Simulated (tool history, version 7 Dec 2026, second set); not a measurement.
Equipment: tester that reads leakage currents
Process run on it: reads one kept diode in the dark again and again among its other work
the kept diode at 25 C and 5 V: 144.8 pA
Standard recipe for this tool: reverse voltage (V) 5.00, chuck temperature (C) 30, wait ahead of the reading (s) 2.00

run     day  reverse voltage (V)  chuck temperature (C)  wait ahead of the reading (s)  current that the tester gives (pA)
  1   0.000                 5.00                     30                           2.00                              190.11
  2   1.292                 5.00                     30                           2.00                              190.65
  3   1.996                 5.00                     31                           2.00                              203.94
  4   2.596                 5.00                     31                           2.00                              203.88
  5   3.988                 5.00                     30                           0.90                              189.00
  6   5.188                 5.00                     30                           0.90                              190.01
  7   6.462                 7.04                     30                           0.90                              231.11
  8   7.775                 7.04                     30                           0.90                              231.83
  9   8.912                 7.04                     30                           0.90                              232.47
 10   9.588                 5.00                     30                           2.00                              188.65
 11  10.862                 5.00                     30                           3.61                              189.39
 12  12.104                 5.62                     30                           3.61                              202.24
 13  13.308                 5.62                     30                           3.61                              202.30
 14  14.208                 5.62                     30                           3.61                              202.13
 15  15.504                 5.62                     30                           3.61                              201.58
 16  16.467                 5.00                     30                           2.00                              188.41
 17  17.642                 5.00                     30                           2.00                              189.02
 18  18.754                 5.00                     30                           2.00                              188.57
 19  19.521                 5.00                     30                           2.00                              188.71
 20  20.788                 5.55                     30                           2.00                              200.22
 21  21.475                 9.00                     25                           1.40                              184.68
 22  22.358                 9.00                     25                           4.66                              183.27
 23  23.683                 7.15                     25                           2.49                              160.76
 24  24.496                 7.15                     25                           2.49                              160.44
 25  25.896                 2.29                     41                           2.00                              257.09
     26.112  -- chuck's temperature calibrated
 26  27.042                15.14                     59                           9.22                             2656.39
 27  28.375                 3.73                     36                           2.00                              268.00
 28  29.042                 1.98                     30                           2.00                              122.39
 29  30.338                 1.98                     30                           2.00                              122.11
 30  31.175                12.96                     20                           1.12                              175.78
 31  31.754                 1.95                     30                           2.00                              120.73
 32  32.762                 9.06                     30                           2.00                              296.23
 33  33.988                 9.06                     30                           2.00                              296.90
 34  35.021                16.65                     58                           8.61                             2638.88
 35  35.862                16.65                     58                           8.61                             2620.26
 36  36.838                16.65                     58                           8.61                             2641.49
 37  37.471                14.99                     40                           2.00                              785.57
 38  38.704                 1.10                     30                           7.38                               85.57
 39  40.033                 5.00                     48                           2.00                              703.41

Below, some changes in current that the tester gives (pA) between adjacent runs. For each, the amount present without the hidden state too (settings, incoming material, random variation) and the amount remaining for the hidden state with gauge scatter not shared by both compared results:
The tool's hidden condition here consists of: stray current of the dirty probe card, pA a volt; current scale over the true one, %; true chuck temperature over the reading, C; drift of the gauge itself on leakage_pa, %.
Run 24 -> 25: reverse voltage (V) 7.15 -> 2.29, chuck temperature (C) 25 -> 41, wait ahead of the reading (s) 2.49 -> 2.00. current that the tester gives (pA) +96.65: hidden state -9.03, all else +105.68.
Run 25 -> 26: reverse voltage (V) 2.29 -> 15.14, chuck temperature (C) 41 -> 59, wait ahead of the reading (s) 2.00 -> 9.22, chuck's temperature calibrated. current that the tester gives (pA) +2399.30: hidden state +31.56, all else +2367.74.
Run 26 -> 27: reverse voltage (V) 15.14 -> 3.73, chuck temperature (C) 59 -> 36, wait ahead of the reading (s) 9.22 -> 2.00. current that the tester gives (pA) -2388.39: hidden state -3.92, all else -2384.47.
Run 33 -> 34: reverse voltage (V) 9.06 -> 16.65, chuck temperature (C) 30 -> 58, wait ahead of the reading (s) 2.00 -> 8.61. current that the tester gives (pA) +2341.98: hidden state -4.94, all else +2346.92.
Run 36 -> 37: reverse voltage (V) 16.65 -> 14.99, chuck temperature (C) 58 -> 40, wait ahead of the reading (s) 8.61 -> 2.00. current that the tester gives (pA) -1855.92: hidden state +5.48, all else -1861.40.
